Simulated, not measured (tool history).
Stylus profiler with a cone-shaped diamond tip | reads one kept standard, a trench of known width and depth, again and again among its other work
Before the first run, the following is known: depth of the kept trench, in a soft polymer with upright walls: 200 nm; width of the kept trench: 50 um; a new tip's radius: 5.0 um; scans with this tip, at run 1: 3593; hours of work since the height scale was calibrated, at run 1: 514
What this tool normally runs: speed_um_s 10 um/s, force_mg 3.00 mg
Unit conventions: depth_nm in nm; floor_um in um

run   hour  speed_um_s  force_mg  scans with this tip  hours of work since the height scale was calibrated  depth_nm  floor_um
  1    0.0          10      3.00                 3593                                                  514    204.31     46.80
  2   13.8          10      2.26                 3659                                                  523    203.54     46.77
  3   25.7          10      1.71                 3715                                                  531    202.83     46.77
  4   37.2          10      1.71                 3769                                                  539    202.80     46.68
  5   54.2          10      1.71                 3850                                                  551    203.04     46.79
  6   76.1          10      1.71                 3954                                                  566    203.11     46.73
  7   97.7          10      3.00                 4056                                                  580    204.25     46.78
  8  119.9          10      3.00                 4161                                                  595    204.44     46.73
  9  132.3          10      3.00                 4220                                                  604    204.29     46.74
 10  148.5          10      3.00                 4296                                                  615    204.18     46.74
 11  172.6          10      3.00                 4411                                                  631    204.24     46.70
 12  184.7          10      3.00                 4468                                                  639    204.13     46.74
 13  199.0          10      3.00                 4536                                                  649    204.28     46.67
 14  222.0           2      3.00                 4645                                                  664    204.29     46.78
 15  235.4          10      3.00                 4708                                                  673    204.31     46.66
 16  249.3          10      3.00                 4774                                                  683    204.30     46.64
 17  261.9          10      3.00                 4834                                                  691    204.47     46.66
 18  276.5           3      4.62                 4903                                                  701    205.70     46.70
 19  289.8           3      4.62                 4966                                                  710    205.69     46.75
 20  307.1          11      8.97                 5048                                                  722    208.45     46.65
 21  318.0          11      8.97                 5100                                                  729    208.47     46.67
 22  340.6           7      1.61                 5206                                                  745    203.11     46.66
 23  351.0          18      3.00                 5256                                                  752    204.43     46.57
 24  371.3          18      3.00                 5352                                                  766    204.18     46.61
 25  383.8          18      3.00                 5411                                                  774    204.35     46.56
 26  406.4          17      5.39                 5518                                                  789    206.37     46.66
 27  429.9          17      5.39                 5630                                                  805    206.28     46.59
 28  447.7          21      2.51                 5714                                                  817    203.62     46.56
 29  465.2          10      2.27                 5797                                                  829    203.69     46.55
 30  486.9          13      3.33                 5899                                                  844    204.61     46.58
 31  504.4           2      2.05                 5982                                                  856    203.62     46.63
 32  517.3          10      8.11                 6044                                                  864    207.94     46.61
 33  534.8           8      1.10                 6127                                                  876    202.48     46.55
 34  551.5           3      2.56                 6205                                                  888    204.08     46.61

Alternative continuations, all from the tool just after run 34; predict every row:
  A  570.9           3      7.23                 6297                                                  901         ?         ?
  B  570.9           5      6.07                 6297                                                  901         ?         ?
  C  570.9           4      2.38                 6297                                                  901         ?         ?
  D  570.9          27      3.00                 6297                                                  901         ?         ?

run  depth_nm  floor_um
  A    207.48     46.64
  B    206.70     46.62
  C    203.83     46.60
  D    204.43     46.50
What these runs would have given with no unlogged condition in the tool:
run  depth_nm  floor_um
  A    206.91     47.21
  B    206.13     47.19
  C    203.27     47.17
  D    203.87     47.07
